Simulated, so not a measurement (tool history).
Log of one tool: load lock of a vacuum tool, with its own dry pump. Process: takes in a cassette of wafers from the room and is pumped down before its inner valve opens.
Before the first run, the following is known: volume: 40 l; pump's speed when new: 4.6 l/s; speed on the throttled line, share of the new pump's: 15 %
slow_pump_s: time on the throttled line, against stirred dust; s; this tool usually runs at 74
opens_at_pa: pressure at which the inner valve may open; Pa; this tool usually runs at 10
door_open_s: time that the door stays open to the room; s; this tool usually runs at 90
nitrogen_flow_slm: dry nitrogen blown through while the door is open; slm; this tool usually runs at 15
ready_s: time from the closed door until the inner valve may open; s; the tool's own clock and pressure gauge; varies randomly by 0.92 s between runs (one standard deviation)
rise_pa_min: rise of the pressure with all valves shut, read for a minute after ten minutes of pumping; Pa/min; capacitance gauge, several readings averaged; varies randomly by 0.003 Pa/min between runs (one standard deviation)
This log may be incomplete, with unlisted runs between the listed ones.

run,day,slow_pump_s,opens_at_pa,door_open_s,nitrogen_flow_slm,"incoming humidity of the room's air, %",ready_s,rise_pa_min
1,0,74,10,90,15,46.2,144,0.043
2,5.704,74,10,90,15,44.6,143.6,0.043
3,13.458,74,10,90,15,44.2,144.8,0.039
4,22.483,74,9,90,15,45.8,146.9,0.047
5,29.746,74,9,90,15,45.8,145.4,0.043
6,35.758,74,9,90,15,42.8,145.4,0.04
7,40.2,74,9,90,15,46.3,145.2,0.042
8,46.921,74,9,90,15,45.9,146.1,0.046
9,52.838,74,9,90,15,44.6,145.1,0.044
10,58.317,74,9,90,15,41.7,144.7,0.039
11,68.242,74,9,90,15,43.5,144.9,0.04
12,76.996,74,9,90,15,42.4,147,0.038
13,86.108,74,9,90,15,45.1,146.2,0.042
14,93.408,74,9,90,15,44.5,144.8,0.046
15,100.596,74,9,90,15,46.9,144.2,0.04
16,108.788,74,9,26,15,45.7,146.4,0.029
17,113.167,47,10,90,15,44.4,121.4,0.039
18,120.758,47,10,90,15,46.2,120.8,0.046
19,129.262,47,10,90,15,47.5,122.1,0.048
20,134.112,50,7,66,15,42.2,126.6,0.031
21,144.375,50,7,66,15,45,127.3,0.037
22,152.238,50,7,103,29,43.8,126.1,0.029
23,159.817,50,9,103,33,43.1,124.7,0.025
24,164.2,50,7,103,6,43.8,128.3,0.063
25,171.662,50,7,103,6,45.1,127.2,0.07
26,179.388,50,7,103,6,47.2,127.1,0.067
27,186.654,50,7,103,6,42.5,127.6,0.063
28,191.229,50,7,103,6,49,126.3,0.071
29,201.583,54,12,127,12,46.3,126,0.056
30,207.288,124,10,90,15,45.1,187.4,0.04
31,218.042,94,9,237,41,43.3,160,0.03
32,227.85,143,9,130,41,41.7,203.7,0.021
33,236.433,74,9,90,4,42.7,145.8,0.066
34,241.333,74,9,90,4,45.4,145.8,0.068
35,245.792,77,8,172,21,45,147.6,0.048
36,252.046,77,8,172,21,45.1,149.1,0.05
37,259.267,147,10,90,42,46.1,205.1,0.02

Branching from run 37: 4 alternative next runs. What would each branch give?
A,268.854,147,9,126,42,44.6,?,?
B,268.854,147,10,90,34,43.8,?,?
C,268.854,135,10,137,42,44,?,?
D,268.854,119,10,90,42,44.6,?,?

run,ready_s,rise_pa_min
A,207.9,0.029
B,206,0.021
C,194.9,0.027
D,182.3,0.024
With the hidden condition removed and each run's random variation left untouched, the same runs would have given:
run,ready_s,rise_pa_min
A,207.8,0.028
B,205.9,0.02
C,194.8,0.026
D,182.2,0.023
